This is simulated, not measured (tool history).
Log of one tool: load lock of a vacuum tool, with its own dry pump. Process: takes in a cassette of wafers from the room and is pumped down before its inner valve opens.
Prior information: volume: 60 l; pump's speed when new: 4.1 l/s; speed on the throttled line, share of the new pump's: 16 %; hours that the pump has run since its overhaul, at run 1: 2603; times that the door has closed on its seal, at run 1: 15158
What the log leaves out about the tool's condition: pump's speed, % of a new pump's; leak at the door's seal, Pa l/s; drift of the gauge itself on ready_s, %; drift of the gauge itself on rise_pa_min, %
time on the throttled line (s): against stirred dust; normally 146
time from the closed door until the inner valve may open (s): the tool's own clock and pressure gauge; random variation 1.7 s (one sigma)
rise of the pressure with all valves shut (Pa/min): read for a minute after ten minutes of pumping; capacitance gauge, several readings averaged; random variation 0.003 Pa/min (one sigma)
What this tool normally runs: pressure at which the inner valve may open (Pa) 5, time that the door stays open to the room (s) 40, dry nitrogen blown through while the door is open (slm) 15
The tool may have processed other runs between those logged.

| run | day | time on the throttled line (s) | pressure at which the inner valve may open (Pa) | time that the door stays open to the room (s) | dry nitrogen blown through while the door is open (slm) | hours that the pump has run since its overhaul | times that the door has closed on its seal | incoming humidity of the room's air, % | time from the closed door until the inner valve may open (s) | rise of the pressure with all valves shut (Pa/min) |
|---|---|---|---|---|---|---|---|---|---|---|
| 1 | 0 | 146 | 5 | 40 | 15 | 2603 | 15158 | 45.8 | 275.8 | 0.254 |
| 2 | 4.054 | 146 | 5 | 56 | 15 | 2700 | 15580 | 47 | 275.6 | 0.262 |
| 3 | 6.225 | 146 | 5 | 40 | 15 | 2752 | 15806 | 43.5 | 274.2 | 0.256 |
| 4 | 9.575 | 146 | 5 | 40 | 15 | 2833 | 16156 | 41.9 | 276.8 | 0.269 |
| 5 | 14.042 | 146 | 5 | 40 | 15 | 2940 | 16622 | 45 | 277.6 | 0.287 |
| 6 | 17.467 | 146 | 5 | 40 | 15 | 3022 | 16978 | 43.5 | 274.3 | 0.288 |
| 7 | 21.2 | 146 | 5 | 40 | 15 | 3112 | 17368 | 42.6 | 274.4 | 0.3 |
| 8 | 25.004 | 146 | 5 | 40 | 15 | 3203 | 17764 | 43.6 | 272.5 | 0.309 |
| 9 | 27.742 | 94 | 5 | 116 | 17 | 3269 | 18049 | 45.1 | 229.6 | 0.334 |
| 10 | 32.296 | 94 | 5 | 116 | 17 | 3378 | 18524 | 46.7 | 230.9 | 0.335 |
| 11 | 34.3 | 94 | 5 | 116 | 21 | 3426 | 18733 | 43.9 | 231.5 | 0.341 |
| 12 | 38 | 93 | 6 | 116 | 21 | 3515 | 19119 | 46.5 | 229 | 0.35 |
| 13 | 42.4 | 93 | 6 | 74 | 21 | 3621 | 19578 | 46.1 | 229.6 | 0.358 |
| 14 | 45.225 | 93 | 6 | 74 | 21 | 3688 | 19872 | 48.2 | 232.8 | 0.371 |
| 15 | 47.779 | 93 | 6 | 61 | 21 | 3750 | 20138 | 42.1 | 231.9 | 0.372 |
| 16 | 51.346 | 178 | 5 | 120 | 16 | 3835 | 20510 | 43.6 | 303.4 | 0.397 |

Below are 4 alternative next runs, each starting from the tool's condition after run 16. Predict each:
| A | 53.871 | 146 | 5 | 51 | 8 | 3896 | 20773 | 44 | ? | ? |
| B | 53.871 | 178 | 5 | 164 | 17 | 3896 | 20773 | 46.1 | ? | ? |
| C | 53.871 | 231 | 6 | 40 | 15 | 3896 | 20773 | 43 | ? | ? |
| D | 53.871 | 164 | 5 | 117 | 16 | 3896 | 20773 | 48.9 | ? | ? |

| run | time from the closed door until the inner valve may open (s) | rise of the pressure with all valves shut (Pa/min) |
|---|---|---|
| A | 278 | 0.417 |
| B | 302.3 | 0.402 |
| C | 347.4 | 0.398 |
| D | 294.1 | 0.396 |
Had the tool no hidden state, the same runs would have come out as:
| run | time from the closed door until the inner valve may open (s) | rise of the pressure with all valves shut (Pa/min) |
|---|---|---|
| A | 271.6 | 0.031 |
| B | 296.1 | 0.027 |
| C | 342 | 0.013 |
| D | 288.1 | 0.019 |

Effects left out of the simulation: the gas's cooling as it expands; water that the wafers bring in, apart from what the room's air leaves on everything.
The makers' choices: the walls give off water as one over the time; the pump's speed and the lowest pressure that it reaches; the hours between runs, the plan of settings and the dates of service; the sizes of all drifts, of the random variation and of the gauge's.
